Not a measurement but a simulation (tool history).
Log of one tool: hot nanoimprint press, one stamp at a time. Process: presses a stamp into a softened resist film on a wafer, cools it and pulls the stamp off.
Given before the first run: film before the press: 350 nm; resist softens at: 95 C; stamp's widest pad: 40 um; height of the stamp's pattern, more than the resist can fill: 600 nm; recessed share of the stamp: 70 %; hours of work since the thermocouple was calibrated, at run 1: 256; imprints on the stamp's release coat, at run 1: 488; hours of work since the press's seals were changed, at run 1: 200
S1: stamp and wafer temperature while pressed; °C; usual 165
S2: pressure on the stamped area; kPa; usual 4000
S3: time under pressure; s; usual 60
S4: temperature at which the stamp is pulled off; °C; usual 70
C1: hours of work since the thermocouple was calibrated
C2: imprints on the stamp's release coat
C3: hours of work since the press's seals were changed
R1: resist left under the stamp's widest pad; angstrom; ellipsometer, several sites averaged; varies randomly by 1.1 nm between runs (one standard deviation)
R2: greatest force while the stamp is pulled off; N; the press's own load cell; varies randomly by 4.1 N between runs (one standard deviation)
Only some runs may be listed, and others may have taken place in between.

Run 1, hour 0.0: usual settings; C1 256; C2 488; C3 200. Result: R1 1493 angstrom, R2 209 N.
Run 2, hour 36.9: usual settings; C1 280; C2 583; C3 225. Result: R1 1478 angstrom, R2 209 N.
Run 3, hour 64.1: usual settings but S1 156 °C; C1 298; C2 653; C3 243. Result: R1 2244 angstrom, R2 203 N.
At hour 78.4: plate thermocouple calibrated.
Run 4, hour 131.3: usual settings but S2 2710 kPa; C1 35; C2 819; C3 285. Result: R1 1892 angstrom, R2 218 N.
Run 5, hour 169.2: usual settings but S3 57 s; C1 60; C2 917; C3 310. Result: R1 1550 angstrom, R2 217 N.
Run 6, hour 197.9: usual settings but S3 57 s; C1 79; C2 991; C3 329. Result: R1 1567 angstrom, R2 216 N.
Run 7, hour 229.9: usual settings but S3 116 s; C1 100; C2 1073; C3 350. Result: R1 1221 angstrom, R2 228 N.
Run 8, hour 289.7: usual settings but S3 116 s; C1 140; C2 1227; C3 390. Result: R1 1203 angstrom, R2 226 N.
Run 9, hour 354.2: usual settings but S1 156 °C; C1 182; C2 1393; C3 433. Result: R1 2280 angstrom, R2 223 N.
Run 10, hour 406.9: usual settings but S1 156 °C; C1 217; C2 1529; C3 468. Result: R1 2274 angstrom, R2 232 N.
Run 11, hour 467.3: usual settings; C1 257; C2 1685; C3 508. Result: R1 1474 angstrom, R2 239 N.
Run 12, hour 524.1: usual settings; C1 295; C2 1832; C3 545. Result: R1 1464 angstrom, R2 236 N.
At hour 540.1: plate thermocouple calibrated.
Run 13, hour 556.2: usual settings; C1 11; C2 1906; C3 564. Result: R1 1553 angstrom, R2 235 N.
Run 14, hour 589.5: usual settings; C1 33; C2 1992; C3 586. Result: R1 1530 angstrom, R2 242 N.
Run 15, hour 640.6: usual settings; C1 67; C2 2124; C3 620. Result: R1 1514 angstrom, R2 250 N.
Run 16, hour 668.9: usual settings but S2 2470 kPa, S4 58 °C; C1 85; C2 2197; C3 639. Result: R1 1929 angstrom, R2 264 N.
Run 17, hour 708.4: usual settings but S1 167 °C, S2 2470 kPa, S4 74 °C; C1 111; C2 2299; C3 665. Result: R1 1779 angstrom, R2 236 N.
At hour 738.5: stamp cleaned and given a new release coat.
Run 18, hour 775.3: usual settings but S2 5040 kPa, S3 45 s; C1 152; C2 95; C3 705. Result: R1 1457 angstrom, R2 199 N.
Run 19, hour 820.8: usual settings but S1 175 °C, S3 58 s; C1 182; C2 212; C3 736. Result: R1 944 angstrom, R2 198 N.
Run 20, hour 870.8: usual settings but S1 175 °C, S2 3600 kPa, S3 62 s; C1 215; C2 341; C3 769. Result: R1 997 angstrom, R2 203 N.
Run 21, hour 927.7: usual settings but S1 175 °C, S2 3600 kPa, S3 62 s; C1 253; C2 488; C3 806. Result: R1 986 angstrom, R2 196 N.
Run 22, hour 973.4: usual settings but S1 153 °C; C1 283; C2 606; C3 837. Result: R1 2564 angstrom, R2 212 N.
Run 23, hour 1001.9: usual settings but S1 153 °C; C1 302; C2 679; C3 855. Result: R1 2521 angstrom, R2 209 N.
At hour 1008.2: plate thermocouple calibrated.
Run 24, hour 1057.5: usual settings but S1 155 °C, S2 5530 kPa, S3 61 s, S4 56 °C; C1 33; C2 815; C3 890. Result: R1 2146 angstrom, R2 233 N.
Run 25, hour 1114.3: usual settings but S1 155 °C, S2 5150 kPa, S3 61 s, S4 56 °C; C1 70; C2 961; C3 928. Result: R1 2227 angstrom, R2 231 N.
Run 26, hour 1153.8: usual settings but S1 153 °C, S2 3280 kPa, S3 112 s, S4 65 °C; C1 96; C2 1063; C3 954. Result: R1 2446 angstrom, R2 215 N.
Run 27, hour 1201.1: usual settings but S1 153 °C, S2 3280 kPa, S3 112 s, S4 65 °C; C1 128; C2 1185; C3 985. Result: R1 2446 angstrom, R2 236 N.
Run 28, hour 1230.3: usual settings but S1 153 °C, S2 3280 kPa, S3 112 s, S4 65 °C; C1 147; C2 1260; C3 1005. Result: R1 2428 angstrom, R2 231 N.
Run 29, hour 1261.6: usual settings but S1 155 °C, S3 93 s, S4 58 °C; C1 168; C2 1341; C3 1025. Result: R1 2158 angstrom, R2 242 N.

Alternative continuations, all from the tool just after run 29; predict every row:
Run A, hour 1317.3: usual settings but S1 155 °C, S3 71 s, S4 58 °C; C1 205; C2 1485; C3 1062. Result: R1 ?, R2 ?.
Run B, hour 1317.3: usual settings but S1 155 °C, S2 2920 kPa, S3 45 s, S4 58 °C; C1 205; C2 1485; C3 1062. Result: R1 ?, R2 ?.
Run C, hour 1317.3: usual settings but S1 172 °C, S4 77 °C; C1 205; C2 1485; C3 1062. Result: R1 ?, R2 ?.
Run D, hour 1317.3: usual settings but S1 155 °C, S3 93 s; C1 205; C2 1485; C3 1062. Result: R1 ?, R2 ?.
Run E, hour 1317.3: usual settings but S1 168 °C, S3 93 s, S4 58 °C; C1 205; C2 1485; C3 1062. Result: R1 ?, R2 ?.

run    R1   R2
  A  2300  250
  B  2809  237
  C  1091  222
  D  2143  234
  E  1141  242
Had the tool no hidden state, the same runs would have come out as:
run    R1   R2
  A  2338  217
  B  2846  205
  C  1104  193
  D  2181  203
  E  1157  210

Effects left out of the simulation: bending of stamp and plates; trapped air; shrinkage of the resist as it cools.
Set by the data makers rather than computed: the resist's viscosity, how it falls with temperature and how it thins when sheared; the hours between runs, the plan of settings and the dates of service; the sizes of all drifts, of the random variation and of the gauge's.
